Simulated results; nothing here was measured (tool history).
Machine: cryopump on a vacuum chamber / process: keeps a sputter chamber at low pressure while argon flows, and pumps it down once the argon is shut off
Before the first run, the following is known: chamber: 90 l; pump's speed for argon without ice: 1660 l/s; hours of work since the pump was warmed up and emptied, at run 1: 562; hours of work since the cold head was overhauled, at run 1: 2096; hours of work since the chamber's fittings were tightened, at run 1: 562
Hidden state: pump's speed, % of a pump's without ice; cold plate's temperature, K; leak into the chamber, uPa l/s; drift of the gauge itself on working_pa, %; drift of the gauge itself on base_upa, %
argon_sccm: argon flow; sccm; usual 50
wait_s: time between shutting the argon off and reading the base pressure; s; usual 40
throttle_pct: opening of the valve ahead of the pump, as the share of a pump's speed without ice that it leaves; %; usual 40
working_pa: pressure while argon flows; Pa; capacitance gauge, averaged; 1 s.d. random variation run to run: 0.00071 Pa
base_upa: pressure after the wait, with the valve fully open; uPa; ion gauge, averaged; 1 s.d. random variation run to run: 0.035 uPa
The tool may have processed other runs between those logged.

run    hour  argon_sccm  wait_s  throttle_pct  hours of work since the pump was warmed up and emptied  hours of work since the cold head was overhauled  hours of work since the chamber's fittings were tightened  working_pa  base_upa
  1       0          50      40            40                                                     562                                              2096                                                        562      0.1393      2.53
  2    71.7          50      40            40                                                     617                                              2150                                                        617      0.1409      2.59
  3   119.5          50      40            40                                                     654                                              2187                                                        654      0.1408      2.58
      180.4  -- pump warmed up, emptied and cooled again
  4   181.6          50      40            40                                                       1                                              2230                                                        697      0.1284      2.46
  5   243.7          50      40            40                                                      48                                              2278                                                        745      0.1306      2.52
  6   346.3          50      40            40                                                     127                                              2356                                                        823      0.1314      2.57
  7   429.3          50      40            40                                                     190                                              2419                                                        886      0.1325      2.63
  8   475.3          50      40            40                                                     225                                              2454                                                        921       0.133      2.74
  9   572.9          50      40            40                                                     299                                              2529                                                        996      0.1354      2.73
 10   626.3          50      40            40                                                     340                                              2570                                                       1036      0.1369      2.77
 11   701.7          50      40            40                                                     398                                              2627                                                       1094      0.1373      2.92
 12     795          50      40            40                                                     469                                              2698                                                       1165      0.1386      3.01
 13   845.1          50      40            40                                                     507                                              2736                                                       1203      0.1396      2.94
 14   900.9          50      40            29                                                     550                                              2779                                                       1246      0.1888      3.01
 15    1003          50      40            19                                                     627                                              2857                                                       1324      0.2856      3.12
 16  1068.6          50      40            40                                                     677                                              2907                                                       1374      0.1441      3.27
     1098.5  -- pump warmed up, emptied and cooled again
 17  1163.7          50      40            40                                                      50                                              2976                                                       1442        0.13      2.91
 18  1213.5          50     106            31                                                      88                                              3014                                                       1480      0.1679      1.98
 19  1267.8          50     106            34                                                     129                                              3055                                                       1522      0.1541      1.98
 20  1371.2          50     138            48                                                     208                                              3134                                                       1601      0.1111      1.92
 21  1469.9          78     167            48                                                     283                                              3209                                                       1676      0.1758       1.9
 22    1570          50      76            22                                                     360                                              3286                                                       1752      0.2414      2.48
 23  1646.5          50      26            18                                                     418                                              3344                                                       1811      0.2927      4.51
 24  1729.4          50      26            18                                                     481                                              3407                                                       1874      0.2953      4.46
 25  1826.9          50      31            38                                                     556                                              3481                                                       1948       0.147      4.16
 26    1898          55      31            28                                                     610                                              3536                                                       2003      0.2163      4.29
 27    1966          69      28            17                                                     662                                              3588                                                       2054      0.4362      4.48
     2015.2  -- pump warmed up, emptied and cooled again
 28  2045.9          40      40            40                                                      23                                              3645                                                       2112      0.1039      3.42
 29  2125.5          40      40            40                                                      84                                              3705                                                       2172      0.1038      3.43
 30    2189          40     187            26                                                     133                                              3754                                                       2221      0.1599       2.1
 31  2237.8          36     270            15                                                     170                                              3791                                                       2258      0.2468       2.1
 32    2326          36     270            53                                                     237                                              3858                                                       2325      0.0728      2.17

How would selected steps in working_pa from run to run divide? Give the signed amount a tool lacking its hidden state would still show from settings, what came in and random variation, and the signed amount left for the hidden state, including any gauge scatter that is not in both of the compared results.
Run 3 -> 4: pump warmed up, emptied and cooled again. working_pa -0.0124 Pa: hidden state -0.0122, all else -0.0002.
Run 16 -> 17: pump warmed up, emptied and cooled again. working_pa -0.0141 Pa: hidden state -0.0145, all else +0.0004.
Run 26 -> 27: argon_sccm 55 -> 69, wait_s 31 -> 28, throttle_pct 28 -> 17. working_pa +0.2199 Pa: hidden state +0.0061, all else +0.2138.
Run 27 -> 28: argon_sccm 69 -> 40, wait_s 28 -> 40, throttle_pct 17 -> 40, pump warmed up, emptied and cooled again. working_pa -0.3323 Pa: hidden state -0.0206, all else -0.3117.
Run 31 -> 32: throttle_pct 15 -> 53. working_pa -0.174 Pa: hidden state +0.001, all else -0.175.

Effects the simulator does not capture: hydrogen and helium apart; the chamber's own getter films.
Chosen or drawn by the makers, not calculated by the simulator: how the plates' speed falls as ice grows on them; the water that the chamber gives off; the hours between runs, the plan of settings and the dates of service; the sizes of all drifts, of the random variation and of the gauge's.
